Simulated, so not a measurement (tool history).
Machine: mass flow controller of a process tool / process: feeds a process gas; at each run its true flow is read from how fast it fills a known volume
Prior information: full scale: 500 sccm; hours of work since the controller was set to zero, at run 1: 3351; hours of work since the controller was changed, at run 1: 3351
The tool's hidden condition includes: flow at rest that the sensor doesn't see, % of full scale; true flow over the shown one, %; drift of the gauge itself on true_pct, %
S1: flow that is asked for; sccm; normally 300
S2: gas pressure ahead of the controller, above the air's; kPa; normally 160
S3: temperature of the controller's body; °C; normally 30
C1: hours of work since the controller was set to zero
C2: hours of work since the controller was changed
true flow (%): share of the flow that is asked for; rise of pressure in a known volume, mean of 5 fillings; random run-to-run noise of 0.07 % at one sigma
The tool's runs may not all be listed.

Run 1, hour 0: usual settings; C1 3351; C2 3351. Result: true flow (%) 97.08.
Run 2, hour 202.4: usual settings; C1 3451; C2 3451. Result: true flow (%) 97.17.
Run 3, hour 361.5: usual settings; C1 3530; C2 3530. Result: true flow (%) 96.9.
Run 4, hour 508.3: usual settings; C1 3602; C2 3602. Result: true flow (%) 97.03.
Run 5, hour 624.6: usual settings but S3 39 °C; C1 3659; C2 3659. Result: true flow (%) 96.44.
Run 6, hour 730.6: usual settings but S3 39 °C; C1 3712; C2 3712. Result: true flow (%) 96.5.
Run 7, hour 865.7: usual settings but S3 26 °C; C1 3778; C2 3778. Result: true flow (%) 97.19.
Run 8, hour 1022.4: usual settings but S3 27 °C; C1 3855; C2 3855. Result: true flow (%) 97.13.
Run 9, hour 1165.8: usual settings but S3 27 °C; C1 3926; C2 3926. Result: true flow (%) 97.02.
Run 10, hour 1309.1: usual settings but S3 32 °C; C1 3997; C2 3997. Result: true flow (%) 96.78.
Run 11, hour 1461.9: usual settings but S2 199 kPa; C1 4072; C2 4072. Result: true flow (%) 96.9.
Run 12, hour 1571.1: usual settings but S2 199 kPa; C1 4126; C2 4126. Result: true flow (%) 96.99.
Run 13, hour 1731.7: usual settings but S2 199 kPa; C1 4205; C2 4205. Result: true flow (%) 96.96.
Run 14, hour 1887.1: usual settings but S1 199 sccm, S2 199 kPa; C1 4282; C2 4282. Result: true flow (%) 96.01.
Run 15, hour 2090.5: usual settings but S1 199 sccm, S2 199 kPa; C1 4382; C2 4382. Result: true flow (%) 95.98.
Run 16, hour 2247.7: usual settings; C1 4460; C2 4460. Result: true flow (%) 96.73.
Run 17, hour 2382.8: usual settings; C1 4526; C2 4526. Result: true flow (%) 96.62.
Run 18, hour 2492.4: usual settings but S3 28 °C; C1 4580; C2 4580. Result: true flow (%) 96.79.
Run 19, hour 2584.8: usual settings but S3 28 °C; C1 4626; C2 4626. Result: true flow (%) 96.76.
Run 20, hour 2713.2: usual settings but S1 351 sccm, S2 151 kPa; C1 4689; C2 4689. Result: true flow (%) 97.
Run 21, hour 2797.3: usual settings but S1 308 sccm, S2 144 kPa, S3 33 °C; C1 4731; C2 4731. Result: true flow (%) 96.4.
Run 22, hour 2977.6: usual settings but S1 308 sccm, S2 144 kPa, S3 33 °C; C1 4819; C2 4819. Result: true flow (%) 96.43.
Run 23, hour 3068.6: usual settings but S1 308 sccm, S2 144 kPa, S3 33 °C; C1 4864; C2 4864. Result: true flow (%) 96.5.
Run 24, hour 3154.2: usual settings but S1 308 sccm, S2 144 kPa, S3 21 °C; C1 4907; C2 4907. Result: true flow (%) 97.11.
Run 25, hour 3256.2: usual settings but S1 308 sccm, S2 144 kPa, S3 21 °C; C1 4957; C2 4957. Result: true flow (%) 97.17.
Run 26, hour 3440.7: usual settings but S1 308 sccm, S2 164 kPa, S3 35 °C; C1 5048; C2 5048. Result: true flow (%) 96.36.
Run 27, hour 3632.7: usual settings but S1 96 sccm, S2 197 kPa, S3 38 °C; C1 5142; C2 5142. Result: true flow (%) 93.81.
Run 28, hour 3803.6: usual settings but S1 61 sccm, S2 180 kPa, S3 25 °C; C1 5227; C2 5227. Result: true flow (%) 93.32.
Run 29, hour 3997.8: usual settings but S1 93 sccm, S2 180 kPa, S3 37 °C; C1 5322; C2 5322. Result: true flow (%) 93.75.
Run 30, hour 4121.1: usual settings but S1 93 sccm, S2 180 kPa, S3 37 °C; C1 5383; C2 5383. Result: true flow (%) 93.7.
Run 31, hour 4209: usual settings but S1 99 sccm, S2 223 kPa; C1 5427; C2 5427. Result: true flow (%) 94.22.
Run 32, hour 4300.8: usual settings but S1 272 sccm, S3 36 °C; C1 5472; C2 5472. Result: true flow (%) 95.87.
Run 33, hour 4424.3: usual settings but S1 272 sccm, S2 141 kPa, S3 36 °C; C1 5533; C2 5533. Result: true flow (%) 95.65.
Run 34, hour 4519.7: usual settings but S1 94 sccm, S2 200 kPa, S3 35 °C; C1 5580; C2 5580. Result: true flow (%) 93.67.
Run 35, hour 4658.6: usual settings but S1 99 sccm, S3 22 °C; C1 5648; C2 5648. Result: true flow (%) 94.38.
Run 36, hour 4799.6: usual settings but S1 99 sccm, S3 22 °C; C1 5718; C2 5718. Result: true flow (%) 94.47.
Run 37, hour 4958.3: usual settings but S1 131 sccm, S2 161 kPa; C1 5796; C2 5796. Result: true flow (%) 94.58.

Predict each of these 3 candidate next runs independently; none follows another, all start after run 37:
Run A, hour 5145.8: usual settings but S1 176 sccm, S2 224 kPa, S3 26 °C; C1 5889; C2 5889. Result: true flow (%) ?.
Run B, hour 5145.8: usual settings but S1 69 sccm, S2 187 kPa, S3 32 °C; C1 5889; C2 5889. Result: true flow (%) ?.
Run C, hour 5145.8: usual settings but S2 194 kPa, S3 35 °C; C1 5889; C2 5889. Result: true flow (%) ?.

run  true flow (%)
  A           95.6
  B           92.8
  C          96.28
Stripped of hidden state, with their random variation kept, the same runs would have yielded:
run  true flow (%)
  A          98.04
  B          96.76
  C          98.31

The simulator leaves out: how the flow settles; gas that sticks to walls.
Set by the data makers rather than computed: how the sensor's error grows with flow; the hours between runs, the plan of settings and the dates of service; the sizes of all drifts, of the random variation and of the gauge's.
